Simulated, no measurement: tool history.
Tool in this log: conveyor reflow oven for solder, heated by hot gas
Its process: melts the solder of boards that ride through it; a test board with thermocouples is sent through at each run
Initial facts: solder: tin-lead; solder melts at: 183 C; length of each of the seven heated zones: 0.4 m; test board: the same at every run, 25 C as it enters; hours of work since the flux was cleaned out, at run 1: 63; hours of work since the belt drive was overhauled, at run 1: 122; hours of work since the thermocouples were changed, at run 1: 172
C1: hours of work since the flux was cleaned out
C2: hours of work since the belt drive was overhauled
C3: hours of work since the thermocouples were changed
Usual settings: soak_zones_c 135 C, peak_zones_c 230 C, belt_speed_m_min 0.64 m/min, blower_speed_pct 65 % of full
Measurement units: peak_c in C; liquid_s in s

run 1 hour=0 | soak_zones_c=135 peak_zones_c=230 belt_speed_m_min=0.64 blower_speed_pct=65 | C1=63 C2=122 C3=172 | peak_c=211.1 liquid_s=50
run 2 hour=6.7 | soak_zones_c=135 peak_zones_c=230 belt_speed_m_min=0.64 blower_speed_pct=65 | C1=67 C2=126 C3=177 | peak_c=211.2 liquid_s=49.6
run 3 hour=12.4 | soak_zones_c=135 peak_zones_c=236 belt_speed_m_min=0.64 blower_speed_pct=65 | C1=71 C2=130 C3=181 | peak_c=215.9 liquid_s=54
run 4 hour=21 | soak_zones_c=135 peak_zones_c=236 belt_speed_m_min=0.64 blower_speed_pct=65 | C1=77 C2=136 C3=187 | peak_c=216.1 liquid_s=54
run 5 hour=25.9 | soak_zones_c=135 peak_zones_c=236 belt_speed_m_min=0.64 blower_speed_pct=65 | C1=81 C2=140 C3=190 | peak_c=216 liquid_s=53.9
run 6 hour=31.9 | soak_zones_c=135 peak_zones_c=236 belt_speed_m_min=0.64 blower_speed_pct=65 | C1=85 C2=144 C3=194 | peak_c=216.1 liquid_s=53.7
run 7 hour=39 | soak_zones_c=135 peak_zones_c=236 belt_speed_m_min=0.64 blower_speed_pct=65 | C1=90 C2=149 C3=199 | peak_c=215.6 liquid_s=53.8
run 8 hour=44.5 | soak_zones_c=135 peak_zones_c=236 belt_speed_m_min=0.64 blower_speed_pct=65 | C1=94 C2=153 C3=203 | peak_c=216.1 liquid_s=53.7
run 9 hour=49.8 | soak_zones_c=135 peak_zones_c=230 belt_speed_m_min=0.64 blower_speed_pct=65 | C1=98 C2=157 C3=207 | peak_c=210.7 liquid_s=49.5
run 10 hour=56.4 | soak_zones_c=135 peak_zones_c=224 belt_speed_m_min=0.64 blower_speed_pct=65 | C1=102 C2=161 C3=211 | peak_c=205.7 liquid_s=44.6
run 11 hour=65.6 | soak_zones_c=135 peak_zones_c=224 belt_speed_m_min=0.64 blower_speed_pct=65 | C1=109 C2=167 C3=218 | peak_c=205.7 liquid_s=44.3
run 12 hour=69.9 | soak_zones_c=135 peak_zones_c=224 belt_speed_m_min=0.64 blower_speed_pct=65 | C1=112 C2=171 C3=221 | peak_c=205.3 liquid_s=44.4
run 13 hour=74.2 | soak_zones_c=135 peak_zones_c=224 belt_speed_m_min=0.64 blower_speed_pct=65 | C1=114 C2=173 C3=224 | peak_c=205.4 liquid_s=44.4
run 14 hour=79.1 | soak_zones_c=135 peak_zones_c=230 belt_speed_m_min=0.64 blower_speed_pct=78 | C1=118 C2=177 C3=227 | peak_c=214.7 liquid_s=53.8
run 15 hour=87 | soak_zones_c=148 peak_zones_c=218 belt_speed_m_min=0.643 blower_speed_pct=51 | C1=123 C2=182 C3=233 | peak_c=198.5 liquid_s=38.1
run 16 hour=96.4 | soak_zones_c=132 peak_zones_c=239 belt_speed_m_min=0.64 blower_speed_pct=65 | C1=130 C2=189 C3=239 | peak_c=217.6 liquid_s=54.4
run 17 hour=101.7 | soak_zones_c=132 peak_zones_c=239 belt_speed_m_min=0.64 blower_speed_pct=65 | C1=134 C2=193 C3=243 | peak_c=217.2 liquid_s=53.9
run 18 hour=106.9 | soak_zones_c=142 peak_zones_c=225 belt_speed_m_min=0.518 blower_speed_pct=59 | C1=137 C2=196 C3=247 | peak_c=211.6 liquid_s=66.9
run 19 hour=113.2 | soak_zones_c=142 peak_zones_c=236 belt_speed_m_min=0.518 blower_speed_pct=90 | C1=142 C2=201 C3=251 | peak_c=228.1 liquid_s=81.6
run 20 hour=122.6 | soak_zones_c=142 peak_zones_c=236 belt_speed_m_min=0.518 blower_speed_pct=90 | C1=148 C2=207 C3=257 | peak_c=227.9 liquid_s=81.4
run 21 hour=128.4 | soak_zones_c=142 peak_zones_c=236 belt_speed_m_min=0.518 blower_speed_pct=90 | C1=152 C2=211 C3=261 | peak_c=227.9 liquid_s=81.7
run 22 hour=134.7 | soak_zones_c=126 peak_zones_c=239 belt_speed_m_min=0.768 blower_speed_pct=66 | C1=157 C2=216 C3=266 | peak_c=209.3 liquid_s=36.1
run 23 hour=140.1 | soak_zones_c=126 peak_zones_c=240 belt_speed_m_min=0.751 blower_speed_pct=66 | C1=160 C2=219 C3=270 | peak_c=210.6 liquid_s=38.4
run 24 hour=148.6 | soak_zones_c=126 peak_zones_c=235 belt_speed_m_min=0.748 blower_speed_pct=65 | C1=166 C2=225 C3=276 | peak_c=206.5 liquid_s=34.7
-- hour=155.2 flux residue cleaned out of gas plates and filters
run 25 hour=163.5 | soak_zones_c=126 peak_zones_c=235 belt_speed_m_min=0.748 blower_speed_pct=65 | C1=6 C2=232 C3=282 | peak_c=207.8 liquid_s=36.4
run 26 hour=172.8 | soak_zones_c=126 peak_zones_c=235 belt_speed_m_min=0.748 blower_speed_pct=65 | C1=12 C2=239 C3=289 | peak_c=207.4 liquid_s=36.2
run 27 hour=182.7 | soak_zones_c=126 peak_zones_c=235 belt_speed_m_min=0.748 blower_speed_pct=65 | C1=19 C2=246 C3=296 | peak_c=207.5 liquid_s=36.2

Forecast each of these 5 alternatives for the next run:
run A hour=188.1 | soak_zones_c=126 peak_zones_c=227 belt_speed_m_min=0.748 blower_speed_pct=65 | C1=23 C2=249 C3=300 | peak_c=? liquid_s=?
run B hour=188.1 | soak_zones_c=135 peak_zones_c=219 belt_speed_m_min=0.64 blower_speed_pct=65 | C1=23 C2=249 C3=300 | peak_c=? liquid_s=?
run C hour=188.1 | soak_zones_c=135 peak_zones_c=235 belt_speed_m_min=0.748 blower_speed_pct=73 | C1=23 C2=249 C3=300 | peak_c=? liquid_s=?
run D hour=188.1 | soak_zones_c=146 peak_zones_c=237 belt_speed_m_min=0.748 blower_speed_pct=65 | C1=23 C2=249 C3=300 | peak_c=? liquid_s=?
run E hour=188.1 | soak_zones_c=135 peak_zones_c=230 belt_speed_m_min=0.708 blower_speed_pct=53 | C1=23 C2=249 C3=300 | peak_c=? liquid_s=?

run=A peak_c=201.1 liquid_s=29.8
run=B peak_c=201.6 liquid_s=40.1
run=C peak_c=212.9 liquid_s=43.3
run=D peak_c=214 liquid_s=47.5
run=E peak_c=202.3 liquid_s=34.6
What these runs would have given with no unlogged condition in the tool:
run=A peak_c=202 liquid_s=30.6
run=B peak_c=202.5 liquid_s=41
run=C peak_c=213.9 liquid_s=43.8
run=D peak_c=214.9 liquid_s=47.9
run=E peak_c=203.1 liquid_s=35.3
